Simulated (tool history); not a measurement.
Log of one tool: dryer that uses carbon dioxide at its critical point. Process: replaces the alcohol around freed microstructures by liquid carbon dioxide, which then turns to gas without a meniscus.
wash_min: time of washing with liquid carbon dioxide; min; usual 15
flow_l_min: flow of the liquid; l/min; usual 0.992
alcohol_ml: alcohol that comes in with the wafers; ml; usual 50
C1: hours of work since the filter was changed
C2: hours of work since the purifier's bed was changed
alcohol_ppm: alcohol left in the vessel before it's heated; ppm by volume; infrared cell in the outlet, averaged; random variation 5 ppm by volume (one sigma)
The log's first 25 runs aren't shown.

run 26 hour=254.4 | wash_min=24 flow_l_min=0.812 alcohol_ml=95 | C1=101 C2=247 | alcohol_ppm=91
run 27 hour=261.5 | wash_min=15 flow_l_min=0.949 alcohol_ml=53 | C1=106 C2=251 | alcohol_ppm=106
run 28 hour=276.2 | wash_min=15 flow_l_min=0.992 alcohol_ml=67 | C1=115 C2=260 | alcohol_ppm=105
run 29 hour=284.7 | wash_min=15 flow_l_min=0.992 alcohol_ml=67 | C1=120 C2=265 | alcohol_ppm=113
run 30 hour=293.3 | wash_min=15 flow_l_min=0.992 alcohol_ml=67 | C1=125 C2=271 | alcohol_ppm=116
run 31 hour=302.3 | wash_min=15 flow_l_min=0.992 alcohol_ml=65 | C1=131 C2=276 | alcohol_ppm=127
run 32 hour=313.9 | wash_min=15 flow_l_min=0.992 alcohol_ml=22 | C1=138 C2=283 | alcohol_ppm=97
run 33 hour=325.8 | wash_min=13 flow_l_min=0.992 alcohol_ml=50 | C1=145 C2=291 | alcohol_ppm=152
run 34 hour=332.4 | wash_min=13 flow_l_min=0.992 alcohol_ml=50 | C1=149 C2=295 | alcohol_ppm=157
run 35 hour=345.2 | wash_min=11 flow_l_min=0.992 alcohol_ml=63 | C1=157 C2=303 | alcohol_ppm=309
run 36 hour=353.0 | wash_min=11 flow_l_min=0.992 alcohol_ml=63 | C1=162 C2=307 | alcohol_ppm=302
run 37 hour=361.0 | wash_min=9 flow_l_min=0.992 alcohol_ml=29 | C1=167 C2=312 | alcohol_ppm=325
run 38 hour=370.4 | wash_min=11 flow_l_min=0.992 alcohol_ml=30 | C1=173 C2=318 | alcohol_ppm=203
run 39 hour=376.6 | wash_min=16 flow_l_min=1.321 alcohol_ml=43 | C1=176 C2=322 | alcohol_ppm=99
run 40 hour=390.0 | wash_min=16 flow_l_min=1.321 alcohol_ml=43 | C1=185 C2=330 | alcohol_ppm=92
run 41 hour=401.7 | wash_min=10 flow_l_min=1.473 alcohol_ml=23 | C1=192 C2=338 | alcohol_ppm=113
run 42 hour=411.9 | wash_min=17 flow_l_min=1.473 alcohol_ml=41 | C1=198 C2=344 | alcohol_ppm=98
run 43 hour=425.5 | wash_min=11 flow_l_min=0.795 alcohol_ml=22 | C1=207 C2=352 | alcohol_ppm=334
run 44 hour=435.9 | wash_min=11 flow_l_min=0.795 alcohol_ml=22 | C1=213 C2=359 | alcohol_ppm=337
run 45 hour=447.2 | wash_min=18 flow_l_min=1.673 alcohol_ml=32 | C1=220 C2=366 | alcohol_ppm=113
run 46 hour=458.9 | wash_min=21 flow_l_min=1.307 alcohol_ml=50 | C1=227 C2=373 | alcohol_ppm=114

5 ways to go on from here, each from the tool as it stands after run 46. What would each give?
run A hour=468.0 | wash_min=18 flow_l_min=0.992 alcohol_ml=106 | C1=233 C2=378 | alcohol_ppm=?
run B hour=468.0 | wash_min=22 flow_l_min=0.754 alcohol_ml=25 | C1=233 C2=378 | alcohol_ppm=?
run C hour=468.0 | wash_min=11 flow_l_min=1.307 alcohol_ml=69 | C1=233 C2=378 | alcohol_ppm=?
run D hour=468.0 | wash_min=17 flow_l_min=0.871 alcohol_ml=50 | C1=233 C2=378 | alcohol_ppm=?
run E hour=468.0 | wash_min=17 flow_l_min=0.721 alcohol_ml=50 | C1=233 C2=378 | alcohol_ppm=?

run=A alcohol_ppm=139
run=B alcohol_ppm=122
run=C alcohol_ppm=174
run=D alcohol_ppm=145
run=E alcohol_ppm=225
Without the tool's hidden state the same runs would have given:
run=A alcohol_ppm=18
run=B alcohol_ppm=8
run=C alcohol_ppm=38
run=D alcohol_ppm=16
run=E alcohol_ppm=62
